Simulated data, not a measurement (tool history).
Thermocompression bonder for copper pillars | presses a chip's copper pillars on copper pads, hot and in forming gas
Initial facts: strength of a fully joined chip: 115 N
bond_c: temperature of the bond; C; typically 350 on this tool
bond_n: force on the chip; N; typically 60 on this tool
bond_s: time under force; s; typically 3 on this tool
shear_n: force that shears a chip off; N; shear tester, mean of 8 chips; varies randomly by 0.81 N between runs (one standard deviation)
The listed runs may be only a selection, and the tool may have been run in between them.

Run 1, hour 0.0: usual settings. Result: shear_n 81.8 N.
Run 2, hour 30.4: usual settings but bond_n 52 N. Result: shear_n 75.8 N.
Run 3, hour 80.7: usual settings but bond_n 61 N. Result: shear_n 80.1 N.
At hour 90.5: forming gas filter changed.
Run 4, hour 120.7: usual settings but bond_n 61 N. Result: shear_n 82.9 N.
Run 5, hour 156.0: usual settings but bond_n 61 N. Result: shear_n 82.3 N.
Run 6, hour 189.4: usual settings but bond_n 85 N. Result: shear_n 90.9 N.
At hour 237.7: forming gas filter changed.
Run 7, hour 237.7: usual settings but bond_c 361 C, bond_n 85 N, bond_s 4 s. Result: shear_n 104.5 N.
Run 8, hour 266.3: usual settings but bond_c 343 C, bond_n 69 N. Result: shear_n 83.5 N.
Run 9, hour 316.7: usual settings but bond_c 374 C, bond_n 69 N. Result: shear_n 97.6 N.
Run 10, hour 368.3: usual settings but bond_c 320 C, bond_s 2 s. Result: shear_n 51.6 N.

Below, some changes in shear_n between adjacent runs. For each, the amount present without the hidden state too (settings, incoming material, random variation) and the amount remaining for the hidden state with gauge scatter not shared by both compared results:
The hidden state here: true temperature of the bond over the reading, C; force that reaches the chip, % of what is set; oxide that the forming gas leaves, % of the face; drift of the gauge itself on shear_n, %.
Run 3 -> 4: forming gas filter changed. shear_n +2.8 N: hidden state +3.3, all else -0.5.
Run 9 -> 10: bond_c 374 -> 320, bond_n 69 -> 60, bond_s 3 -> 2. shear_n -46.0 N: hidden state +0.5, all else -46.5.
